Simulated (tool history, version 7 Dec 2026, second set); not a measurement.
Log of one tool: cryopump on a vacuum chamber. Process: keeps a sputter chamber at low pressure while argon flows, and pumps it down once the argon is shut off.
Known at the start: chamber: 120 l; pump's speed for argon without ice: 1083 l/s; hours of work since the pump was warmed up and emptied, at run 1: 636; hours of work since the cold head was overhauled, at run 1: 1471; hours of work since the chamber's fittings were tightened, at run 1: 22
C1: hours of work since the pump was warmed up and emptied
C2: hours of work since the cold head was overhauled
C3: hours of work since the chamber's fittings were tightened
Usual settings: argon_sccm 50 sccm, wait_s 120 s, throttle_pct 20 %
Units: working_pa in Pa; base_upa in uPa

Run 1, hour 0: usual settings; C1 636; C2 1471; C3 22. Result: working_pa 0.413 Pa, base_upa 1.21 uPa.
Run 2, hour 73.2: usual settings; C1 699; C2 1533; C3 85. Result: working_pa 0.4163 Pa, base_upa 1.36 uPa.
At hour 144.2: pump warmed up, emptied and cooled again.
Run 3, hour 150.9: usual settings; C1 6; C2 1595; C3 147. Result: working_pa 0.3929 Pa, base_upa 1.3 uPa.
Run 4, hour 249.5: usual settings but wait_s 97 s; C1 90; C2 1679; C3 231. Result: working_pa 0.3983 Pa, base_upa 1.67 uPa.
Run 5, hour 314.5: usual settings but wait_s 173 s; C1 145; C2 1734; C3 286. Result: working_pa 0.3958 Pa, base_upa 1.38 uPa.
Run 6, hour 387.4: usual settings but wait_s 173 s; C1 207; C2 1797; C3 348. Result: working_pa 0.4002 Pa, base_upa 1.54 uPa.
Run 7, hour 462.9: usual settings but wait_s 173 s; C1 272; C2 1861; C3 412. Result: working_pa 0.4025 Pa, base_upa 1.73 uPa.
Run 8, hour 519: usual settings but argon_sccm 72 sccm, wait_s 119 s; C1 319; C2 1909; C3 460. Result: working_pa 0.5827 Pa, base_upa 1.99 uPa.
Run 9, hour 568.1: usual settings but argon_sccm 72 sccm, wait_s 119 s; C1 361; C2 1951; C3 502. Result: working_pa 0.5869 Pa, base_upa 2.15 uPa.
Run 10, hour 656.2: usual settings but argon_sccm 72 sccm, wait_s 119 s; C1 436; C2 2026; C3 577. Result: working_pa 0.5888 Pa, base_upa 2.29 uPa.
Run 11, hour 725.5: usual settings but argon_sccm 53 sccm, wait_s 49 s, throttle_pct 43 %; C1 495; C2 2085; C3 636. Result: working_pa 0.2149 Pa, base_upa 3.51 uPa.
Run 12, hour 828.4: usual settings but argon_sccm 53 sccm, wait_s 81 s, throttle_pct 16 %; C1 583; C2 2172; C3 724. Result: working_pa 0.5432 Pa, base_upa 3.2 uPa.
Run 13, hour 941.3: usual settings but argon_sccm 28 sccm, wait_s 105 s, throttle_pct 33 %; C1 679; C2 2269; C3 820. Result: working_pa 0.1496 Pa, base_upa 3.21 uPa.
Run 14, hour 991.1: usual settings but argon_sccm 30 sccm, wait_s 169 s, throttle_pct 19 %; C1 722; C2 2311; C3 863. Result: working_pa 0.2639 Pa, base_upa 3.2 uPa.

Forecast each of these 4 alternatives for the next run:
At hour 1027.8: pump warmed up, emptied and cooled again.
Run A, hour 1080.6: usual settings but argon_sccm 40 sccm, wait_s 82 s, throttle_pct 35 %; C1 45; C2 2383; C3 935. Result: working_pa ?, base_upa ?.
At hour 1027.8: pump warmed up, emptied and cooled again.
Run B, hour 1080.6: usual settings but argon_sccm 26 sccm, wait_s 23 s, throttle_pct 19 %; C1 45; C2 2383; C3 935. Result: working_pa ?, base_upa ?.
At hour 1027.8: pump warmed up, emptied and cooled again.
Run C, hour 1080.6: usual settings but argon_sccm 38 sccm; C1 45; C2 2383; C3 935. Result: working_pa ?, base_upa ?.
At hour 1027.8: pump warmed up, emptied and cooled again.
Run D, hour 1080.6: usual settings but argon_sccm 57 sccm, wait_s 169 s, throttle_pct 29 %; C1 45; C2 2383; C3 935. Result: working_pa ?, base_upa ?.

run  working_pa  base_upa
  A      0.1805      3.14
  B      0.2169      5.75
  C      0.2997      2.73
  D       0.313      2.61
Without the tool's hidden state the same runs would have given:
run  working_pa  base_upa
  A      0.1771      1.31
  B      0.2146      3.91
  C      0.2964      0.96
  D      0.3081      0.78
